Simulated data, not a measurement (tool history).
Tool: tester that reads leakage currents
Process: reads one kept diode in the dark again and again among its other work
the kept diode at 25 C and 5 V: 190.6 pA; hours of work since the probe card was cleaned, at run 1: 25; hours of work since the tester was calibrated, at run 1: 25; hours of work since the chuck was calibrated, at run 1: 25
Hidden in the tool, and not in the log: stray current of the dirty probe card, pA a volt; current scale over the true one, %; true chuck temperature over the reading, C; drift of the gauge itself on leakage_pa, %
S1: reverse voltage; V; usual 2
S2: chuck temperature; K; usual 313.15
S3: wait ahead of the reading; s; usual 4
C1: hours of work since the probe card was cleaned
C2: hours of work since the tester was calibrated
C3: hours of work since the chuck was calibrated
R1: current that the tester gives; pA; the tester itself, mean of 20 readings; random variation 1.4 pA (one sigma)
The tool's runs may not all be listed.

run,hour,S1,S2,S3,C1,C2,C3,R1
1,0,2,313.15,4,25,25,25,461.76
2,122.3,2,313.15,4,102,102,102,458.33
3,262.3,2,313.15,4,189,189,189,455.76
4,441.7,2,313.15,1.61,301,301,301,451.64
5,586.4,2,313.15,1.61,392,392,392,452.56
6,670.8,2,313.15,4,444,444,444,447.75
7,772,2,313.15,4,507,507,507,448.73
8,926.3,2,313.15,4,604,604,604,444.06
9,1084.8,2,313.15,4,703,703,703,442.01
10,1228.4,2,313.15,4,793,793,793,440.59
11,1300.6,2,313.15,4,838,838,838,438.56
12,1449.9,2,313.15,4,931,931,931,435.47
13,1589.3,2,313.15,4,1018,1018,1018,433.11
# hour 1692.5: probe card cleaned and baked
14,1726.8,2,313.15,4,21,1102,1102,429.57
15,1902.2,2,313.15,1.27,131,1212,1212,426.61
16,2076.6,2,313.15,1.27,240,1321,1321,422.29
17,2170.5,2,313.15,1.27,299,1379,1379,423.62
18,2331,2,313.15,1.27,399,1480,1480,417.84
19,2498.4,10.74,313.15,2.83,503,1584,1584,999.56
20,2573.5,1.86,315.15,0.7,550,1631,1631,474.36
21,2743.3,1.86,315.15,0.7,656,1737,1737,469.38
22,2856.5,1.86,315.15,0.7,727,1808,1808,468.76
23,3006.7,1.01,305.15,2.49,821,1902,1902,140.63
24,3147.9,1.19,305.15,4,909,1990,1990,152.55
25,3279.9,10.16,303.15,3.09,992,2072,2072,395.59
# hour 3419.6: probe card cleaned and baked
# hour 3427.4: chuck's temperature calibrated
26,3427.4,3.21,312.15,4,4,2161,0,549.64
# hour 3495.6: tester calibrated
27,3591.9,3.06,322.15,4,105,60,102,1227.97
28,3690.5,3.06,322.15,4,167,122,163,1221.76
29,3788.4,3.06,308.15,8.85,228,183,224,368.87
30,3881,3.06,308.15,8.85,286,241,282,369.51
31,4003.9,3.06,308.15,8.85,363,318,359,366.65
32,4126.2,3.06,308.15,8.85,439,394,435,365.12

Forecast each of these 3 alternatives for the next run:
A,4233.3,16.96,313.15,3.09,506,461,502,?
B,4233.3,7.6,295.15,4,506,461,502,?
C,4233.3,2.49,308.15,8.85,506,461,502,?

run,R1
A,1369.18
B,179.17
C,327.58
Without the tool's hidden state the same runs would have given:
run,R1
A,1394.74
B,177.16
C,335.89
